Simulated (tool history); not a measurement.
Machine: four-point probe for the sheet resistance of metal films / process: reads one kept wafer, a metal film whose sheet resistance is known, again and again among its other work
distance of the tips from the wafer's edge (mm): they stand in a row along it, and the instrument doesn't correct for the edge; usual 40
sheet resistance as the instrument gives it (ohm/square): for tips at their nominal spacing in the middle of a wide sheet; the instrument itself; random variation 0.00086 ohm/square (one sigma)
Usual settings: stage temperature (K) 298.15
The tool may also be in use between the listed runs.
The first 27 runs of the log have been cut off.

run	hour	stage temperature (K)	distance of the tips from the wafer's edge (mm)	sheet resistance as the instrument gives it (ohm/square)
28	1198.8	294.15	22	4.294673
29	1228.9	303.15	10	4.304264
30	1288.3	303.15	10	4.303682
31	1317.3	303.15	10	4.302838
32	1366.5	293.15	35	4.297528
33	1413.3	292.15	40	4.297208
34	1458.8	293.15	40	4.297334
35	1488.5	293.15	40	4.299069
36	1542.1	293.15	40	4.299954
37	1596.5	293.15	29	4.301794
38	1649.1	299.15	3	4.401014
39	1692.6	291.15	7	4.319735
# hour 1709.1: stage's thermometer calibrated
40	1741.3	291.15	27	4.291550
41	1797.2	292.15	27	4.292640

What if the next run were any one of these 5? Each begins from the tool's condition after run 41:
A	1842.4	292.15	70	?
B	1842.4	292.15	18	?
C	1842.4	300.15	7	?
D	1842.4	298.15	7	?
E	1842.4	293.15	15	?

run	sheet resistance as the instrument gives it (ohm/square)
A	4.290802
B	4.293547
C	4.309746
D	4.309456
E	4.295982
What these runs would have given with no unlogged condition in the tool:
run	sheet resistance as the instrument gives it (ohm/square)
A	4.292109
B	4.294855
C	4.311057
D	4.310767
E	4.297290

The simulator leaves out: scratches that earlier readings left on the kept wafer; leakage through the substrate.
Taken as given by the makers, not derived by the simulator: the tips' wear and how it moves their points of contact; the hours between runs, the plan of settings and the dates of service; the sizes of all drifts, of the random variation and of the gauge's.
